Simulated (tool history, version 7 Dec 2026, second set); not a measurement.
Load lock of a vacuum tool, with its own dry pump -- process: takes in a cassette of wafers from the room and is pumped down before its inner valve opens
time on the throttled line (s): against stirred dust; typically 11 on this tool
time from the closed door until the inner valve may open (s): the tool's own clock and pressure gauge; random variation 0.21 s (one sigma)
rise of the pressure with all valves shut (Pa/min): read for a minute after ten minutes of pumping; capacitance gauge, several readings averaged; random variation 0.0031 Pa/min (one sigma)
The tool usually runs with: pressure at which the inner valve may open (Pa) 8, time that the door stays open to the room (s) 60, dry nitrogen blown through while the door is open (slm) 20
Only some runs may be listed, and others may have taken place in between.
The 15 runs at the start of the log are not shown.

run	hour	time on the throttled line (s)	pressure at which the inner valve may open (Pa)	time that the door stays open to the room (s)	dry nitrogen blown through while the door is open (slm)	incoming humidity of the room's air, %	time from the closed door until the inner valve may open (s)	rise of the pressure with all valves shut (Pa/min)
16	2003.0	8	8	60	20	45.0	28.0	0.106
17	2177.0	8	8	60	20	48.7	28.2	0.128
18	2300.7	11	8	60	16	44.0	30.4	0.128
19	2469.5	11	8	60	20	44.2	30.5	0.127
20	2651.5	11	8	60	20	44.6	30.8	0.124
21	2737.4	11	8	60	20	43.5	30.8	0.128
22	2863.4	17	10	76	15	43.5	34.4	0.151
23	3008.9	17	10	76	15	47.0	34.7	0.159
24	3110.9	11	8	71	33	43.2	31.4	0.140
25	3249.5	11	8	71	33	47.3	30.6	0.145
26	3384.3	11	8	71	33	45.9	31.1	0.146
27	3482.9	17	8	60	20	44.8	35.2	0.153
28	3608.8	17	8	60	20	45.2	35.2	0.161
# hour 3772.1: dry pump taken out, an overhauled one fitted
29	3772.1	11	14	86	5	45.6	25.3	0.211
30	3858.7	18	14	86	6	46.8	31.4	0.215
31	3932.1	18	14	86	6	42.3	31.1	0.208
32	4033.3	13	8	146	15	40.4	29.0	0.226
33	4193.5	11	8	65	8	43.5	27.3	0.198
34	4348.3	11	8	65	8	44.4	27.2	0.211
35	4457.7	11	10	41	11	43.3	26.9	0.180
36	4613.5	11	8	126	31	41.8	27.7	0.212
37	4727.0	6	8	26	20	48.3	23.9	0.171

Alternative continuations, all from the tool just after run 37; predict every row:
A	4900.1	18	8	157	20	44.5	?	?
B	4900.1	11	9	26	20	44.3	?	?
C	4900.1	9	6	144	20	46.8	?	?

run	time from the closed door until the inner valve may open (s)	rise of the pressure with all valves shut (Pa/min)
A	32.4	0.260
B	27.3	0.176
C	26.5	0.260
With no hidden state in the tool, these same runs would have given:
run	time from the closed door until the inner valve may open (s)	rise of the pressure with all valves shut (Pa/min)
A	32.0	0.140
B	26.8	0.057
C	26.0	0.141
